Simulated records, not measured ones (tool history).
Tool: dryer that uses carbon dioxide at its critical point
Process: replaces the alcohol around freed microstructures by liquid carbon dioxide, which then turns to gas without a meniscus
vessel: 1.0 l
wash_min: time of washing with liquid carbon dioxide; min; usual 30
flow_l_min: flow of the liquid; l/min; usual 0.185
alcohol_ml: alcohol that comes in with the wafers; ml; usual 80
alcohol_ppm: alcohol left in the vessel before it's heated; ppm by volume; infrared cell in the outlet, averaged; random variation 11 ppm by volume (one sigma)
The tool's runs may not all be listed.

| run | day | wash_min | flow_l_min | alcohol_ml | alcohol_ppm |
|---|---|---|---|---|---|
| 1 | 0 | 30 | 0.185 | 80 | 785 |
| 2 | 1.296 | 30 | 0.185 | 80 | 776 |
| 3 | 2.983 | 30 | 0.185 | 96 | 992 |
| 4 | 4.462 | 30 | 0.185 | 96 | 985 |
| 5 | 5.271 | 30 | 0.185 | 81 | 848 |
| 6 | 6.529 | 30 | 0.185 | 80 | 855 |
| 7 | 8.075 | 30 | 0.185 | 80 | 899 |
| 8 | 9.312 | 30 | 0.185 | 80 | 924 |
| 9 | 11.046 | 28 | 0.185 | 80 | 1237 |
| 10 | 12.779 | 28 | 0.177 | 80 | 1515 |
| 11 | 14.379 | 30 | 0.185 | 80 | 1024 |
| 12 | 15.583 | 41 | 0.171 | 35 | 157 |
| 13 | 17.042 | 30 | 0.193 | 90 | 637 |
| 14 | 18.779 | 30 | 0.193 | 90 | 652 |
| 15 | 19.667 | 29 | 0.179 | 61 | 743 |
| 16 | 20.812 | 29 | 0.179 | 61 | 755 |
| 17 | 22.442 | 31 | 0.185 | 27 | 229 |
| 18 | 23.792 | 31 | 0.185 | 27 | 232 |
| 19 | 25.608 | 37 | 0.185 | 26 | 117 |
| 20 | 27.229 | 37 | 0.185 | 26 | 109 |
| 21 | 28.958 | 37 | 0.185 | 26 | 125 |

Taken out of this log: 1 entry between the listed runs. Where each belongs, and how the hidden state differs across it:
Between runs 12 and 13: inlet filter changed (day 15.788)
  flow that reaches the vessel past the clogged filter, %: 90.8 -> 99.1; alcohol in the recycled carbon dioxide, ppm: 22.7 -> 23.6
  measured less the result without the state, alcohol_ppm: +76 -> +47 ppm by volume
